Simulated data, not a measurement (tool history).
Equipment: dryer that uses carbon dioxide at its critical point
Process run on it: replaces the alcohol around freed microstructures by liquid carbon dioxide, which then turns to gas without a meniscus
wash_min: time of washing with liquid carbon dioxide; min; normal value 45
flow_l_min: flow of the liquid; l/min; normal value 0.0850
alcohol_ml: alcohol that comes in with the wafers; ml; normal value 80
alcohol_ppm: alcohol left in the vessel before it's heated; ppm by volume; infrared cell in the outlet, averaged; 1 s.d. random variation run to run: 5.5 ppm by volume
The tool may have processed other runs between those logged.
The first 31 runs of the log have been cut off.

| run | hour | wash_min | flow_l_min | alcohol_ml | hours of work since the filter was changed | hours of work since the purifier's bed was changed | alcohol_ppm |
|---|---|---|---|---|---|---|---|
| 32 | 494.3 | 51 | 0.0850 | 106 | 395 | 123 | 147 |
| 33 | 512.5 | 51 | 0.0850 | 106 | 409 | 137 | 166 |
| 34 | 532.5 | 34 | 0.0850 | 62 | 425 | 153 | 858 |
| 35 | 553.0 | 34 | 0.0850 | 62 | 441 | 169 | 872 |
| 36 | 568.9 | 34 | 0.0850 | 62 | 454 | 182 | 904 |
| 37 | 579.2 | 38 | 0.0831 | 60 | 462 | 190 | 586 |
| 38 | 601.6 | 45 | 0.0785 | 44 | 480 | 208 | 262 |
| 39 | 618.0 | 45 | 0.0785 | 44 | 492 | 221 | 274 |
| 40 | 629.5 | 64 | 0.0816 | 95 | 502 | 230 | 104 |
| 41 | 643.1 | 64 | 0.0816 | 95 | 512 | 240 | 105 |
| 42 | 654.2 | 40 | 0.1444 | 95 | 521 | 249 | 101 |
| 43 | 674.6 | 67 | 0.0581 | 67 | 537 | 265 | 245 |
| 44 | 685.3 | 67 | 0.1260 | 67 | 546 | 274 | 97 |
| 45 | 696.0 | 67 | 0.0782 | 99 | 554 | 282 | 122 |
|  | 702.3 | inlet filter changed |
| 46 | 708.2 | 44 | 0.0850 | 47 | 5 | 291 | 198 |

4 ways to go on from here, each from the tool as it stands after run 46. What would each give?
| A | 719.3 | 33 | 0.0850 | 93 | 13 | 300 | ? |
| B | 719.3 | 35 | 0.1165 | 62 | 13 | 300 | ? |
| C | 719.3 | 45 | 0.0626 | 92 | 13 | 300 | ? |
| D | 719.3 | 41 | 0.0571 | 51 | 13 | 300 | ? |

| run | alcohol_ppm |
|---|---|
| A | 1194 |
| B | 181 |
| C | 1141 |
| D | 1489 |
Without the tool's hidden state the same runs would have given:
| run | alcohol_ppm |
|---|---|
| A | 1074 |
| B | 73 |
| C | 1018 |
| D | 1362 |

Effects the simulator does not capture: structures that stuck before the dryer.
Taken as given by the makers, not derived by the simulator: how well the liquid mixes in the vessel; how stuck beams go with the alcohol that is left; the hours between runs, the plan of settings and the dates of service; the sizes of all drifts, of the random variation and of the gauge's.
